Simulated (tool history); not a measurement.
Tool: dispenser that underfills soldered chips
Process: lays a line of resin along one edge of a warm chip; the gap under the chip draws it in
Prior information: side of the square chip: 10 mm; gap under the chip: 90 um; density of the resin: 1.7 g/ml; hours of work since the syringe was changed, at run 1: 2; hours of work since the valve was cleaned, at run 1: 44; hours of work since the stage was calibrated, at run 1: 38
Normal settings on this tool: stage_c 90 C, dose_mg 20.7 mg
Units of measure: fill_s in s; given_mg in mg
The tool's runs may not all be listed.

| run | hour | stage_c | dose_mg | hours of work since the syringe was changed | hours of work since the valve was cleaned | hours of work since the stage was calibrated | fill_s | given_mg |
|---|---|---|---|---|---|---|---|---|
| 1 | 0 | 90 | 20.7 | 2 | 44 | 38 | 39.5 | 20.1 |
| 2 | 5.8 | 103 | 20.7 | 7 | 48 | 43 | 33.5 | 20.01 |
|  | 11.2 | new syringe of resin |
| 3 | 12.1 | 90 | 20.7 | 1 | 52 | 47 | 33.4 | 19.89 |
| 4 | 18.9 | 87 | 20.7 | 6 | 57 | 52 | 59.8 | 19.85 |
| 5 | 24.6 | 87 | 20.7 | 10 | 61 | 56 | 86.1 | 19.89 |
|  | 26.1 | new syringe of resin |
| 6 | 32.3 | 87 | 20.7 | 5 | 67 | 62 | 54 | 19.55 |
| 7 | 37.6 | 87 | 20.7 | 8 | 71 | 65 | 76.5 | 19.59 |
|  | 41 | new syringe of resin |
| 8 | 45.5 | 87 | 20.7 | 3 | 76 | 71 | 48.9 | 19.56 |
| 9 | 49.8 | 90 | 26.8 | 6 | 79 | 74 | 53.9 | 25.12 |
| 10 | 53.7 | 90 | 23 | 9 | 82 | 77 | 70.5 | 21.62 |
|  | 55.9 | new syringe of resin |
| 11 | 61.7 | 90 | 23 | 4 | 88 | 83 | 46 | 21.4 |
|  | 67.3 | dispensing valve cleaned and set on the balance |
| 12 | 68.8 | 90 | 23 | 9 | 1 | 87 | 68.3 | 22.78 |
|  | 71.5 | new syringe of resin |
| 13 | 74.6 | 90 | 23 | 2 | 5 | 91 | 38.1 | 22.97 |
| 14 | 80.6 | 90 | 23 | 7 | 10 | 96 | 54.7 | 22.63 |
| 15 | 85.1 | 90 | 23 | 10 | 13 | 99 | 73.3 | 22.82 |
|  | 85.9 | new syringe of resin |
| 16 | 90.5 | 100 | 20.5 | 3 | 17 | 103 | 28.5 | 20.22 |
| 17 | 97.8 | 100 | 20.5 | 9 | 22 | 108 | 45.4 | 20.17 |
|  | 100.5 | new syringe of resin |
| 18 | 103.5 | 102 | 20.3 | 2 | 26 | 112 | 25.6 | 20 |
| 19 | 108.9 | 89 | 21.4 | 6 | 30 | 116 | 56.4 | 20.83 |
| 20 | 112.9 | 89 | 21.4 | 9 | 33 | 119 | 74.8 | 20.79 |
|  | 115.2 | new syringe of resin |
| 21 | 118.2 | 89 | 21.4 | 2 | 36 | 122 | 40.4 | 20.82 |
| 22 | 124 | 82 | 26.9 | 6 | 41 | 127 | 75.1 | 26.01 |
|  | 130.1 | new syringe of resin |
| 23 | 131 | 82 | 26.9 | 1 | 46 | 132 | 46.3 | 25.78 |
| 24 | 138.4 | 82 | 26.9 | 6 | 51 | 137 | 73.3 | 25.8 |
| 25 | 143 | 76 | 23.5 | 9 | 54 | 140 | 130.4 | 22.44 |
|  | 144.6 | new syringe of resin |
| 26 | 149.6 | 96 | 20 | 4 | 59 | 145 | 35.1 | 19.02 |
| 27 | 153.2 | 96 | 20 | 6 | 62 | 148 | 43.4 | 18.99 |
| 28 | 157.4 | 80 | 18.9 | 9 | 65 | 151 | 115.7 | 17.91 |
|  | 159.2 | new syringe of resin |
| 29 | 162.5 | 80 | 18.9 | 2 | 68 | 154 | 64.2 | 17.82 |

5 ways to go on from here, each from the tool as it stands after run 29. What would each give?
| A | 168.5 | 87 | 25.8 | 7 | 73 | 159 | ? | ? |
| B | 168.5 | 80 | 18.9 | 7 | 73 | 159 | ? | ? |
| C | 168.5 | 90 | 25.4 | 7 | 73 | 159 | ? | ? |
| D | 168.5 | 87 | 18.2 | 7 | 73 | 159 | ? | ? |
| E | 168.5 | 90 | 25.2 | 7 | 73 | 159 | ? | ? |

| run | fill_s | given_mg |
|---|---|---|
| A | 63.3 | 23.98 |
| B | 89.7 | 17.59 |
| C | 55.6 | 23.82 |
| D | 69 | 17.18 |
| E | 56 | 23.66 |
With no hidden state in the tool, these same runs would have given:
| run | fill_s | given_mg |
|---|---|---|
| A | 35.4 | 25.5 |
| B | 49 | 18.72 |
| C | 31.1 | 25.33 |
| D | 37.5 | 18.28 |
| E | 31.4 | 25.17 |
